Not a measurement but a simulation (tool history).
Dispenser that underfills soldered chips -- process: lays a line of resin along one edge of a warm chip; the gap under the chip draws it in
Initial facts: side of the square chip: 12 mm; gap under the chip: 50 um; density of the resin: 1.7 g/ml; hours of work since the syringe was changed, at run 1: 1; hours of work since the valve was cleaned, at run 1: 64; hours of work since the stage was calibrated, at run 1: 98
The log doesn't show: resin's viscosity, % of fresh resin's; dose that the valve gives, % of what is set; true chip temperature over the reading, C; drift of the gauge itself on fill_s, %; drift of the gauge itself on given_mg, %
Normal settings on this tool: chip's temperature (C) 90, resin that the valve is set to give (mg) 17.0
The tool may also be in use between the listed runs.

| run | day | chip's temperature (C) | resin that the valve is set to give (mg) | hours of work since the syringe was changed | hours of work since the valve was cleaned | hours of work since the stage was calibrated | time until the resin shows at the far edge (s) | resin that the valve gave (mg) |
|---|---|---|---|---|---|---|---|---|
| 1 | 0.000 | 90 | 17.0 | 1 | 64 | 98 | 126.9 | 16.15 |
| 2 | 0.204 | 90 | 17.0 | 5 | 67 | 101 | 165.6 | 15.98 |
|  | 0.371 | dispensing valve cleaned and set on the balance |
|  | 0.412 | new syringe of resin |
| 3 | 0.421 | 90 | 17.0 | 0 | 1 | 104 | 118.1 | 17.11 |
| 4 | 0.638 | 78 | 17.0 | 4 | 4 | 108 | 224.5 | 16.90 |
| 5 | 0.796 | 90 | 15.1 | 6 | 7 | 110 | 197.6 | 14.98 |
|  | 0.862 | new syringe of resin |
| 6 | 0.896 | 102 | 17.0 | 1 | 8 | 112 | 85.9 | 16.81 |
| 7 | 1.079 | 90 | 17.0 | 4 | 12 | 115 | 151.5 | 16.80 |
| 8 | 1.171 | 90 | 17.0 | 5 | 13 | 116 | 170.4 | 16.81 |
|  | 1.312 | new syringe of resin |
| 9 | 1.312 | 90 | 17.0 | 0 | 15 | 118 | 119.7 | 16.74 |
| 10 | 1.500 | 90 | 17.0 | 3 | 18 | 122 | 151.7 | 16.73 |
| 11 | 1.671 | 94 | 17.0 | 6 | 21 | 125 | 172.4 | 16.80 |
|  | 1.758 | new syringe of resin |
| 12 | 1.825 | 90 | 17.0 | 1 | 24 | 127 | 128.2 | 16.78 |
| 13 | 1.962 | 90 | 17.0 | 3 | 26 | 129 | 151.8 | 16.76 |
| 14 | 2.067 | 90 | 17.0 | 5 | 28 | 131 | 170.7 | 16.68 |
| 15 | 2.175 | 90 | 17.0 | 7 | 30 | 133 | 197.4 | 16.56 |
|  | 2.204 | new syringe of resin |
| 16 | 2.350 | 90 | 17.0 | 2 | 32 | 136 | 140.5 | 16.62 |
| 17 | 2.517 | 102 | 17.0 | 5 | 35 | 138 | 127.4 | 16.55 |
| 18 | 2.608 | 102 | 17.0 | 7 | 37 | 140 | 143.6 | 16.54 |
|  | 2.658 | new syringe of resin |
| 19 | 2.792 | 101 | 19.2 | 2 | 40 | 143 | 101.6 | 18.54 |
| 20 | 2.975 | 85 | 15.0 | 5 | 43 | 146 | 217.1 | 14.44 |
|  | 3.104 | new syringe of resin |
| 21 | 3.142 | 85 | 15.0 | 1 | 45 | 149 | 151.4 | 14.38 |
| 22 | 3.283 | 86 | 19.9 | 3 | 48 | 151 | 166.2 | 19.03 |
| 23 | 3.492 | 78 | 15.1 | 6 | 51 | 154 | 290.0 | 14.34 |
|  | 3.562 | new syringe of resin |
| 24 | 3.642 | 78 | 15.1 | 1 | 53 | 157 | 191.5 | 14.33 |
| 25 | 3.796 | 85 | 14.9 | 4 | 56 | 159 | 193.4 | 14.30 |
|  | 4.004 | new syringe of resin |
| 26 | 4.008 | 103 | 15.8 | 0 | 59 | 163 | 87.2 | 15.02 |
| 27 | 4.133 | 103 | 15.8 | 2 | 62 | 165 | 101.4 | 14.92 |
| 28 | 4.250 | 80 | 15.8 | 4 | 64 | 167 | 223.9 | 14.92 |
| 29 | 4.429 | 93 | 16.5 | 7 | 67 | 170 | 191.9 | 15.56 |
|  | 4.462 | new syringe of resin |
|  | 4.654 | dispensing valve cleaned and set on the balance |
| 30 | 4.683 | 76 | 17.4 | 3 | 0 | 173 | 225.4 | 17.34 |
| 31 | 4.871 | 90 | 15.2 | 6 | 4 | 176 | 195.8 | 15.12 |
|  | 4.942 | new syringe of resin |
| 32 | 5.067 | 78 | 17.0 | 2 | 7 | 179 | 199.8 | 16.97 |
| 33 | 5.192 | 87 | 17.2 | 4 | 9 | 182 | 172.3 | 17.05 |
| 34 | 5.321 | 102 | 21.7 | 6 | 11 | 184 | 133.4 | 21.53 |

Had the tool no unlogged condition, and each run kept its random variation, what would the results have been?
| run | time until the resin shows at the far edge (s) | resin that the valve gave (mg) |
|---|---|---|
| 1 | 116.5 | 17.13 |
| 2 | 117.4 | 17.00 |
| 3 | 115.5 | 17.12 |
| 4 | 167.1 | 16.97 |
| 5 | 120.4 | 15.08 |
| 6 | 82.0 | 16.94 |
| 7 | 114.2 | 16.98 |
| 8 | 114.4 | 17.01 |
| 9 | 115.8 | 16.97 |
| 10 | 115.7 | 17.01 |
| 11 | 105.8 | 17.12 |
| 12 | 116.5 | 17.13 |
| 13 | 115.7 | 17.15 |
| 14 | 114.2 | 17.09 |
| 15 | 115.1 | 17.00 |
| 16 | 114.4 | 17.10 |
| 17 | 83.8 | 17.08 |
| 18 | 84.2 | 17.09 |
| 19 | 84.5 | 19.20 |
| 20 | 141.7 | 14.99 |
| 21 | 139.8 | 14.97 |
| 22 | 129.5 | 19.85 |
| 23 | 172.0 | 15.00 |
| 24 | 167.4 | 15.03 |
| 25 | 138.5 | 15.03 |
| 26 | 83.9 | 15.83 |
| 27 | 83.3 | 15.76 |
| 28 | 158.4 | 15.79 |
| 29 | 108.5 | 16.51 |
| 30 | 174.2 | 17.39 |
| 31 | 119.7 | 15.20 |
| 32 | 168.8 | 17.11 |
| 33 | 124.6 | 17.23 |
| 34 | 82.0 | 21.79 |
